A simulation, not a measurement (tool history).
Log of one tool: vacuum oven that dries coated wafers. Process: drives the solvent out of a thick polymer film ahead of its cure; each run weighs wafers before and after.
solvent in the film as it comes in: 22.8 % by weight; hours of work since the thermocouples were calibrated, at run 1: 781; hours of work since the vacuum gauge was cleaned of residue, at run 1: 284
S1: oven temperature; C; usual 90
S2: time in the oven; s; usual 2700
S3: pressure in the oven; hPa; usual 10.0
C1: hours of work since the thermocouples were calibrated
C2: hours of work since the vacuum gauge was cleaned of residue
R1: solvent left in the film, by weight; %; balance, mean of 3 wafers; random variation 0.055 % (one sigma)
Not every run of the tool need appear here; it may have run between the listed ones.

Run 1, hour 0.0: usual settings; C1 781; C2 284. Result: R1 2.27 %.
Run 2, hour 90.5: usual settings but S2 2580 s; C1 824; C2 327. Result: R1 2.48 %.
Run 3, hour 166.3: usual settings but S2 2580 s; C1 860; C2 363. Result: R1 2.45 %.
Run 4, hour 226.5: usual settings but S2 2580 s; C1 889; C2 392. Result: R1 2.30 %.
Run 5, hour 286.1: usual settings; C1 918; C2 420. Result: R1 2.20 %.
Run 6, hour 371.3: usual settings; C1 958; C2 461. Result: R1 2.37 %.
Run 7, hour 414.0: usual settings; C1 979; C2 481. Result: R1 2.31 %.
Run 8, hour 477.4: usual settings; C1 1009; C2 512. Result: R1 2.24 %.
Run 9, hour 540.0: usual settings; C1 1039; C2 541. Result: R1 2.27 %.
Run 10, hour 600.5: usual settings; C1 1068; C2 570. Result: R1 2.32 %.
Run 11, hour 693.5: usual settings; C1 1112; C2 615. Result: R1 2.23 %.
Run 12, hour 749.1: usual settings; C1 1139; C2 641. Result: R1 2.21 %.
Run 13, hour 836.4: usual settings; C1 1180; C2 683. Result: R1 2.18 %.
Run 14, hour 928.3: usual settings; C1 1224; C2 727. Result: R1 2.20 %.
Run 15, hour 999.2: usual settings but S2 4140 s, S3 33.6 hPa; C1 1258; C2 761. Result: R1 2.72 %.
Run 16, hour 1050.2: usual settings but S2 4140 s, S3 33.6 hPa; C1 1282; C2 785. Result: R1 2.77 %.
Run 17, hour 1134.3: usual settings but S1 83 C, S2 1560 s, S3 10.5 hPa; C1 1323; C2 825. Result: R1 7.05 %.
Run 18, hour 1207.5: usual settings but S1 94 C, S2 1380 s, S3 24.6 hPa; C1 1357; C2 860. Result: R1 5.57 %.
Run 19, hour 1272.7: usual settings but S1 82 C, S3 8.6 hPa; C1 1389; C2 891. Result: R1 3.94 %.
At hour 1336.2: oven's thermocouples calibrated.
Run 20, hour 1350.2: usual settings but S1 82 C, S3 8.6 hPa; C1 7; C2 927. Result: R1 3.80 %.
Run 21, hour 1419.7: usual settings but S1 96 C, S2 4200 s, S3 13.0 hPa; C1 40; C2 960. Result: R1 0.92 %.
Run 22, hour 1484.7: usual settings but S1 96 C, S2 4200 s, S3 13.0 hPa; C1 71; C2 991. Result: R1 0.94 %.
Run 23, hour 1529.6: usual settings but S1 91 C, S2 4200 s, S3 38.5 hPa; C1 92; C2 1013. Result: R1 2.77 %.
Run 24, hour 1573.4: usual settings but S1 95 C, S2 4680 s, S3 32.4 hPa; C1 113; C2 1034. Result: R1 1.89 %.
Run 25, hour 1613.6: usual settings but S3 38.0 hPa; C1 132; C2 1053. Result: R1 3.96 %.
Run 26, hour 1674.5: usual settings but S3 5.0 hPa; C1 161; C2 1082. Result: R1 1.88 %.

Across each entry between runs, compare the hidden state at the last listed run before it with the hidden state at the first listed run after it:
In the gap between runs 19 and 20: oven's thermocouples calibrated (hour 1336.2)
  true wafer temperature over the reading, C: -0.1 -> 0.01

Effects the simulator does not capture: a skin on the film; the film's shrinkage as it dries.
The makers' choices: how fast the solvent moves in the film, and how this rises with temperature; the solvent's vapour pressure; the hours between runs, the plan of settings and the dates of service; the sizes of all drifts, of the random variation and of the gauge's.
